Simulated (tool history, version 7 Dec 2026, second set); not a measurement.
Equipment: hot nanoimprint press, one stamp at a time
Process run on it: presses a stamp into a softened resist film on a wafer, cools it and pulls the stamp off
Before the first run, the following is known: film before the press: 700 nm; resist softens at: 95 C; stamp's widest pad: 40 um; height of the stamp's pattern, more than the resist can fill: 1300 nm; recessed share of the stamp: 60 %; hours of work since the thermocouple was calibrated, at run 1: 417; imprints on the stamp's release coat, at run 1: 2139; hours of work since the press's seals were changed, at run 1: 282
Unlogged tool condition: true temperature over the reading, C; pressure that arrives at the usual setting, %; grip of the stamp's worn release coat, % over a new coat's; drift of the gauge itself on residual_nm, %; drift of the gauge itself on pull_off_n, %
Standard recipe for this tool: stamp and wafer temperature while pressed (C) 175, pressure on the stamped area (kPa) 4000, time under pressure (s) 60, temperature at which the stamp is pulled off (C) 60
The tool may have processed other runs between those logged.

run,hour,stamp and wafer temperature while pressed (C),pressure on the stamped area (kPa),time under pressure (s),temperature at which the stamp is pulled off (C),hours of work since the thermocouple was calibrated,imprints on the stamp's release coat,hours of work since the press's seals were changed,resist left under the stamp's widest pad (angstrom),greatest force while the stamp is pulled off (N)
1,0.0,175,4000,60,60,417,2139,282,3782,340
# hour 6.7: plate thermocouple calibrated
# hour 54.3: stamp cleaned and given a new release coat
2,59.6,175,4000,60,60,34,28,318,3872,186
3,90.1,175,4000,60,60,55,194,340,3878,193
4,141.3,175,4000,60,51,92,472,376,3864,251
5,163.1,175,4000,60,51,108,591,392,3868,259
6,199.9,174,4000,60,60,134,790,418,3995,238
7,223.5,175,3830,60,60,151,918,435,3967,249
# hour 250.0: plate thermocouple calibrated, once more
8,265.9,175,3830,60,60,11,1133,463,3778,253
9,300.0,175,3830,60,60,36,1318,487,3798,258
10,350.3,175,3830,60,60,72,1591,523,3842,277
11,377.1,175,4000,34,60,91,1737,543,4409,291
12,399.6,175,4000,34,60,107,1859,559,4456,308
13,441.0,175,4000,34,60,137,2084,588,4433,303
14,488.5,175,4000,34,60,171,2342,622,4487,337
# hour 504.3: stamp cleaned and given a new release coat
15,528.4,175,4000,34,60,195,131,646,4477,184
16,579.2,168,3270,34,65,231,407,683,5317,179
17,624.7,182,3470,60,60,264,654,715,3510,213
18,667.3,166,3020,108,60,294,886,746,4432,234
19,695.9,166,5980,46,53,315,1041,766,4257,288
20,746.3,175,4710,60,54,351,1314,802,3553,309
21,789.3,187,2840,89,46,381,1548,833,3108,373
22,837.1,164,4000,62,60,415,1808,867,4835,297
# hour 843.6: plate thermocouple calibrated
23,862.2,164,4000,62,60,13,1927,883,4694,299
24,893.9,164,4000,62,60,36,2100,906,4714,310
25,915.7,175,3330,66,60,52,2218,921,3994,316
# hour 953.1: stamp cleaned and given a new release coat
26,953.8,166,4000,108,60,74,4,944,3875,179
27,987.6,176,6350,115,46,99,187,968,2378,248
28,1014.5,176,6350,115,46,118,333,988,2378,247
# hour 1052.1: press's hydraulic seals changed and the load cell set to zero
29,1062.0,175,3250,60,60,146,548,7,4021,211

Branching from run 29: 4 alternative next runs. What would each branch give?
A,1104.6,175,4000,81,60,177,780,38,?,?
B,1104.6,184,4000,37,56,177,780,38,?,?
C,1104.6,174,6340,60,60,177,780,38,?,?
D,1104.6,181,3220,60,60,177,780,38,?,?

run,resist left under the stamp's widest pad (angstrom),greatest force while the stamp is pulled off (N)
A,3353,222
B,3484,239
C,2995,222
D,3609,231
Without the tool's unlogged condition, the same runs would have read:
run,resist left under the stamp's widest pad (angstrom),greatest force while the stamp is pulled off (N)
A,3343,173
B,3475,187
C,2985,173
D,3599,181
